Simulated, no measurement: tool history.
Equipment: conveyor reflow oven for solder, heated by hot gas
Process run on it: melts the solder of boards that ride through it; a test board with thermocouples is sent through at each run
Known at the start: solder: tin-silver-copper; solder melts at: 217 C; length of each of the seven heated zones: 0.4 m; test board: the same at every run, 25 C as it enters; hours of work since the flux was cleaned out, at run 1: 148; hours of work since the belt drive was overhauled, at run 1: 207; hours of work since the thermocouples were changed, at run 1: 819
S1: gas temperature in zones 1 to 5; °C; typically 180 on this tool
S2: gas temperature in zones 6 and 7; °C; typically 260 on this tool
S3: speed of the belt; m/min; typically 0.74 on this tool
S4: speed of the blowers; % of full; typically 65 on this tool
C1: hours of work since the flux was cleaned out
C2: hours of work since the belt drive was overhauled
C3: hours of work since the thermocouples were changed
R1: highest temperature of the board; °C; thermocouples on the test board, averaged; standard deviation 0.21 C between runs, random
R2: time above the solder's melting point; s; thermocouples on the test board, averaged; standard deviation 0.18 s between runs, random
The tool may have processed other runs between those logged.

run,hour,S1,S2,S3,S4,C1,C2,C3,R1,R2
1,0,180,260,0.74,65,148,207,819,241.7,42.5
2,5.7,180,260,0.74,65,152,211,823,241.3,42.6
3,18.8,183,260,0.74,65,162,220,833,242.6,44
4,28.9,183,260,0.74,65,169,228,840,242.1,44.2
5,41.3,180,260,0.74,65,178,237,849,241.5,42.5
6,51.1,180,260,0.74,65,185,244,856,241.7,42.4
7,62.1,180,260,0.74,65,194,252,864,241.8,42.6
# hour 69.4: thermocouples of zones 6 and 7 changed
8,70.7,179,259,0.78,65,198,257,1,242,39.8
9,82.4,179,259,0.78,65,207,266,10,241.8,39.9
# hour 88.7: flux residue cleaned out of gas plates and filters
10,97.4,187,260,0.74,53,6,273,17,241.9,44.1
11,106.6,187,260,0.74,53,13,280,24,241.9,43.9
12,114.4,173,264,0.622,76,19,286,29,253.5,60.7
13,121.4,173,264,0.622,76,24,291,35,254.1,60.5
14,133.5,170,273,0.74,65,33,300,43,253.6,47.8

Below are 3 alternative next runs, each starting from the tool's condition after run 14. Predict each:
A,146.6,180,260,0.748,65,43,309,53,?,?
B,146.6,170,273,0.628,65,43,309,53,?,?
C,146.6,192,272,0.74,65,43,309,53,?,?

run,R1,R2
A,243.8,43.9
B,258.4,60.8
C,256.6,57.4
Had the tool no hidden state, the same runs would have come out as:
run,R1,R2
A,244.8,44.8
B,259.4,61.3
C,257.5,57.9
